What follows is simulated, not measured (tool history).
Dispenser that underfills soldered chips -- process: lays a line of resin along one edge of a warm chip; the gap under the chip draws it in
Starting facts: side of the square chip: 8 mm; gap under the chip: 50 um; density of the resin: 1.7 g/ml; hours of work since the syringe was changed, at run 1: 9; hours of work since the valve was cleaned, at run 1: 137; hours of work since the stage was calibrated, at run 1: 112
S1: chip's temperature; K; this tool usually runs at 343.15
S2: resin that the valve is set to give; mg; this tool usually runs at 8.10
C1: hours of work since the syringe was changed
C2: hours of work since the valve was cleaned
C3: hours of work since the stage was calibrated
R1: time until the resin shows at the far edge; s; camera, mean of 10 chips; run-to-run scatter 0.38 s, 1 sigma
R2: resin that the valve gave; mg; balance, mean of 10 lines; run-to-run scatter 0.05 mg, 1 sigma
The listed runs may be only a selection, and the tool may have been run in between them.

Run 1, day 0.000: usual settings; C1 9; C2 137; C3 112. Result: R1 42.6 s, R2 7.40 mg.
At day 0.029: new syringe of resin.
At day 0.175: dispensing valve cleaned and set on the balance.
Run 2, day 0.229: usual settings but S1 336.15 K; C1 3; C2 1; C3 115. Result: R1 41.0 s, R2 8.16 mg.
Run 3, day 0.425: usual settings but S1 336.15 K; C1 7; C2 5; C3 119. Result: R1 52.6 s, R2 8.09 mg.
Run 4, day 0.579: usual settings but S1 336.15 K; C1 10; C2 8; C3 122. Result: R1 63.7 s, R2 7.99 mg.
At day 0.600: new syringe of resin.
Run 5, day 0.758: usual settings; C1 3; C2 11; C3 125. Result: R1 27.5 s, R2 8.12 mg.
Run 6, day 0.862: usual settings but S2 7.19 mg; C1 5; C2 13; C3 127. Result: R1 32.6 s, R2 7.20 mg.
Run 7, day 0.996: usual settings; C1 7; C2 15; C3 129. Result: R1 37.8 s, R2 8.03 mg.
At day 1.142: new syringe of resin.
Run 8, day 1.158: usual settings but S1 334.15 K; C1 0; C2 18; C3 132. Result: R1 40.3 s, R2 8.02 mg.
Run 9, day 1.254: usual settings but S1 334.15 K, S2 9.77 mg; C1 2; C2 20; C3 134. Result: R1 43.4 s, R2 9.66 mg.
Run 10, day 1.433: usual settings but S1 329.15 K, S2 7.27 mg; C1 5; C2 23; C3 137. Result: R1 74.9 s, R2 7.20 mg.
Run 11, day 1.612: usual settings but S1 344.15 K, S2 9.34 mg; C1 9; C2 27; C3 141. Result: R1 38.6 s, R2 9.16 mg.
At day 1.675: new syringe of resin.
Run 12, day 1.712: usual settings but S1 344.15 K, S2 9.34 mg; C1 1; C2 28; C3 142. Result: R1 22.3 s, R2 9.23 mg.
Run 13, day 1.833: usual settings but S1 332.15 K, S2 8.79 mg; C1 3; C2 31; C3 144. Result: R1 50.8 s, R2 8.61 mg.
Run 14, day 1.962: usual settings but S1 332.15 K, S2 8.79 mg; C1 5; C2 33; C3 147. Result: R1 59.5 s, R2 8.54 mg.
Run 15, day 2.075: usual settings but S1 332.15 K, S2 8.79 mg; C1 8; C2 35; C3 149. Result: R1 69.8 s, R2 8.59 mg.
At day 2.212: new syringe of resin.
Run 16, day 2.262: usual settings but S1 332.15 K, S2 8.86 mg; C1 1; C2 38; C3 152. Result: R1 45.0 s, R2 8.64 mg.

Results per run with the tool's hidden condition removed, run-to-run variation unchanged:
Hidden state at play: resin's viscosity, % of fresh resin's; dose that the valve gives, % of what is set; true chip temperature over the reading, C; drift of the gauge itself on fill_s, %; drift of the gauge itself on given_mg, %.
run    R1    R2
  1  22.4  8.16
  2  33.5  8.15
  3  34.1  8.10
  4  34.3  8.03
  5  22.3  8.17
  6  23.3  7.25
  7  23.1  8.11
  8  38.3  8.12
  9  36.8  9.78
 10  51.1  7.31
 11  21.4  9.32
 12  21.0  9.40
 13  41.1  8.78
 14  41.3  8.73
 15  42.4  8.79
 16  41.5  8.86
